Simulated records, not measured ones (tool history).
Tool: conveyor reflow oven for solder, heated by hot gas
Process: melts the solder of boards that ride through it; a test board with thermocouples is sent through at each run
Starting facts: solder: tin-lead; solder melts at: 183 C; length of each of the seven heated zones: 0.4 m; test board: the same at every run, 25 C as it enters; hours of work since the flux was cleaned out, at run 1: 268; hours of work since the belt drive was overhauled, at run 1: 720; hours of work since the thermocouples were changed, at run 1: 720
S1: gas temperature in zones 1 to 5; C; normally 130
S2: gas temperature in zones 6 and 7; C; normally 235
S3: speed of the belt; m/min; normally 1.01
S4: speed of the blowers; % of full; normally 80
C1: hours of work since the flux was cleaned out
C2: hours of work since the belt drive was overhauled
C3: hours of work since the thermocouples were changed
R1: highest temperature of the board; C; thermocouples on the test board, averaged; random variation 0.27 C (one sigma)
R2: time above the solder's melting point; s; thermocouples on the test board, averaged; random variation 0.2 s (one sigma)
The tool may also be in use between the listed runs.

run,hour,S1,S2,S3,S4,C1,C2,C3,R1,R2
1,0.0,130,235,1.01,80,268,720,720,221.2,36.7
2,46.2,130,235,1.01,80,302,754,754,221.4,36.6
3,89.6,130,235,1.01,80,334,785,785,221.4,37.3
4,114.4,130,235,1.01,80,352,804,804,221.1,37.1
5,149.5,130,235,1.01,80,377,829,829,221.5,36.6
6,193.4,130,235,1.01,80,410,861,861,221.3,37.1
7,217.3,130,229,1.01,80,427,879,879,216.0,34.4
# hour 232.5: flux residue cleaned out of gas plates and filters
# hour 236.5: belt drive overhauled, speed set with a stopwatch
# hour 242.3: thermocouples of zones 6 and 7 changed
8,278.5,130,229,1.01,80,29,29,26,216.5,35.2
9,302.8,130,229,1.01,80,47,47,44,216.3,35.4
10,330.8,130,230,1.01,80,67,67,65,217.4,35.8
11,351.1,130,230,1.01,80,82,82,79,216.5,35.5
# hour 382.8: belt drive overhauled, speed set with a stopwatch, once more
12,384.0,130,230,1.01,80,103,1,100,215.6,33.9
13,409.5,130,235,1.01,89,122,20,119,222.2,36.5
14,430.3,130,235,1.01,89,137,35,134,221.9,36.9
15,467.0,130,235,1.01,89,164,61,161,221.8,36.2
16,505.8,130,235,1.01,70,192,90,189,217.5,33.9
17,530.5,130,240,1.01,76,210,108,207,223.7,36.8
18,555.2,130,240,1.01,76,228,126,225,223.5,36.7
19,601.9,138,231,0.92,76,262,160,260,219.7,41.3
20,636.8,131,243,0.85,72,288,185,285,231.5,47.7
21,665.6,130,235,1.08,80,309,206,306,217.6,32.2
22,702.9,130,235,1.08,80,336,234,333,217.4,31.5
23,723.9,140,240,1.01,80,351,249,349,225.5,40.0
24,773.7,116,240,1.01,80,388,285,385,222.0,34.1
25,798.2,116,240,1.01,80,406,303,403,222.0,34.1
# hour 845.6: flux residue cleaned out of gas plates and filters
26,852.1,140,240,1.12,80,5,339,439,224.8,36.3
27,882.5,140,240,1.12,80,27,361,461,225.2,35.8
28,929.5,140,240,1.12,80,61,395,495,225.4,36.1
29,972.5,140,240,1.12,80,93,427,526,224.7,35.8
30,993.8,140,240,1.12,80,108,442,542,224.8,35.5

Below are 4 alternative next runs, each starting from the tool's condition after run 30. Predict each:
A,1028.3,138,226,1.01,80,133,468,567,?,?
B,1028.3,130,235,1.13,80,133,468,567,?,?
C,1028.3,140,229,0.83,84,133,468,567,?,?
D,1028.3,139,235,1.05,87,133,468,567,?,?

run,R1,R2
A,214.8,35.4
B,218.4,31.2
C,223.0,48.9
D,223.6,37.7
With the hidden condition removed and each run's random variation left untouched, the same runs would have given:
run,R1,R2
A,213.6,34.5
B,217.4,30.4
C,221.6,47.8
D,222.5,36.9
